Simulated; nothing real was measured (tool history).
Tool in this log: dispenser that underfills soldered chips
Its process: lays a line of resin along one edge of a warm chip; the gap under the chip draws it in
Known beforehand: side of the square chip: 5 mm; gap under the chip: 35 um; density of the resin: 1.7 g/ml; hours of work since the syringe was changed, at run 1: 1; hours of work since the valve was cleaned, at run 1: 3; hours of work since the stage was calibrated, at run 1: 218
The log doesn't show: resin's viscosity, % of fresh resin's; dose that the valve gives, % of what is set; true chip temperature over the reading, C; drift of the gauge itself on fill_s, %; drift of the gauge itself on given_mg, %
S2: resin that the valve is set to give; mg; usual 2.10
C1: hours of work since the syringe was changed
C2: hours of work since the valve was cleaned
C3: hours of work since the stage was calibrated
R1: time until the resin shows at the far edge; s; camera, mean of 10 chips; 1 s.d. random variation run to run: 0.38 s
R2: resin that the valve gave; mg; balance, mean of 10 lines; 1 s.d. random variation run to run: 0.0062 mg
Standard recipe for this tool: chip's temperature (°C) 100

{"run": 1, "day": 0.0, "chip's temperature (°C)": 100, "S2": 2.1, "C1": 1, "C2": 3, "C3": 218, "R1": 26.0, "R2": 2.097}
{"day": 0.279, "done": "new syringe of resin"}
{"run": 2, "day": 0.371, "chip's temperature (°C)": 100, "S2": 2.1, "C1": 2, "C2": 10, "C3": 224, "R1": 27.4, "R2": 2.09}
{"day": 0.588, "done": "new syringe of resin"}
{"run": 3, "day": 0.646, "chip's temperature (°C)": 100, "S2": 2.1, "C1": 1, "C2": 15, "C3": 229, "R1": 26.5, "R2": 2.085}
{"day": 0.904, "done": "new syringe of resin"}
{"run": 4, "day": 0.921, "chip's temperature (°C)": 100, "S2": 2.1, "C1": 0, "C2": 19, "C3": 234, "R1": 25.6, "R2": 2.087}
{"day": 1.221, "done": "new syringe of resin"}
{"run": 5, "day": 1.292, "chip's temperature (°C)": 100, "S2": 2.22, "C1": 1, "C2": 26, "C3": 240, "R1": 26.5, "R2": 2.196}
{"day": 1.533, "done": "new syringe of resin"}
{"run": 6, "day": 1.533, "chip's temperature (°C)": 100, "S2": 2.1, "C1": 0, "C2": 30, "C3": 244, "R1": 24.8, "R2": 2.075}
{"run": 7, "day": 1.792, "chip's temperature (°C)": 95, "S2": 2.1, "C1": 5, "C2": 35, "C3": 249, "R1": 40.4, "R2": 2.063}
{"day": 1.833, "done": "new syringe of resin"}
{"day": 2.138, "done": "new syringe of resin"}
{"run": 8, "day": 2.138, "chip's temperature (°C)": 100, "S2": 2.03, "C1": 0, "C2": 41, "C3": 255, "R1": 25.7, "R2": 1.995}
{"day": 2.442, "done": "new syringe of resin"}
{"run": 9, "day": 2.454, "chip's temperature (°C)": 100, "S2": 2.1, "C1": 0, "C2": 46, "C3": 260, "R1": 25.3, "R2": 2.059}
{"run": 10, "day": 2.717, "chip's temperature (°C)": 100, "S2": 2.1, "C1": 5, "C2": 51, "C3": 265, "R1": 33.6, "R2": 2.063}
{"day": 2.762, "done": "new syringe of resin"}
{"run": 11, "day": 3.0, "chip's temperature (°C)": 100, "S2": 2.1, "C1": 4, "C2": 56, "C3": 270, "R1": 32.8, "R2": 2.055}
{"day": 3.067, "done": "new syringe of resin"}
{"run": 12, "day": 3.192, "chip's temperature (°C)": 100, "S2": 2.12, "C1": 2, "C2": 59, "C3": 273, "R1": 28.3, "R2": 2.083}
{"day": 3.375, "done": "new syringe of resin"}
{"run": 13, "day": 3.488, "chip's temperature (°C)": 102, "S2": 2.37, "C1": 2, "C2": 64, "C3": 279, "R1": 25.5, "R2": 2.323}
{"day": 3.696, "done": "new syringe of resin"}
{"run": 14, "day": 3.825, "chip's temperature (°C)": 97, "S2": 2.68, "C1": 2, "C2": 70, "C3": 285, "R1": 32.6, "R2": 2.613}
{"day": 4.008, "done": "new syringe of resin"}
{"run": 15, "day": 4.183, "chip's temperature (°C)": 100, "S2": 2.34, "C1": 3, "C2": 77, "C3": 291, "R1": 29.3, "R2": 2.277}
{"day": 4.312, "done": "new syringe of resin"}
{"run": 16, "day": 4.454, "chip's temperature (°C)": 100, "S2": 2.34, "C1": 3, "C2": 81, "C3": 296, "R1": 28.5, "R2": 2.271}
{"day": 4.625, "done": "new syringe of resin"}
{"run": 17, "day": 4.754, "chip's temperature (°C)": 97, "S2": 2.31, "C1": 2, "C2": 87, "C3": 301, "R1": 33.5, "R2": 2.246}
{"day": 4.942, "done": "new syringe of resin"}
{"run": 18, "day": 5.079, "chip's temperature (°C)": 97, "S2": 2.31, "C1": 3, "C2": 92, "C3": 306, "R1": 33.4, "R2": 2.236}
{"day": 5.25, "done": "new syringe of resin"}
{"run": 19, "day": 5.271, "chip's temperature (°C)": 107, "S2": 2.45, "C1": 0, "C2": 95, "C3": 310, "R1": 19.4, "R2": 2.368}
{"run": 20, "day": 5.421, "chip's temperature (°C)": 107, "S2": 2.45, "C1": 3, "C2": 98, "C3": 312, "R1": 21.4, "R2": 2.374}

For run 21, what comes out?
{"day": 5.562, "done": "new syringe of resin"}
{"run": 21, "day": 5.8, "chip's temperature (°C)": 107, "S2": 2.45, "C1": 4, "C2": 105, "C3": 319, "R1": "?", "R2": "?"}

{"run 21": {"R1": 23.6, "R2": 2.365}}
Minus the tool's unlogged condition, the same run would have read R1 17.3 s, R2 2.448 mg.

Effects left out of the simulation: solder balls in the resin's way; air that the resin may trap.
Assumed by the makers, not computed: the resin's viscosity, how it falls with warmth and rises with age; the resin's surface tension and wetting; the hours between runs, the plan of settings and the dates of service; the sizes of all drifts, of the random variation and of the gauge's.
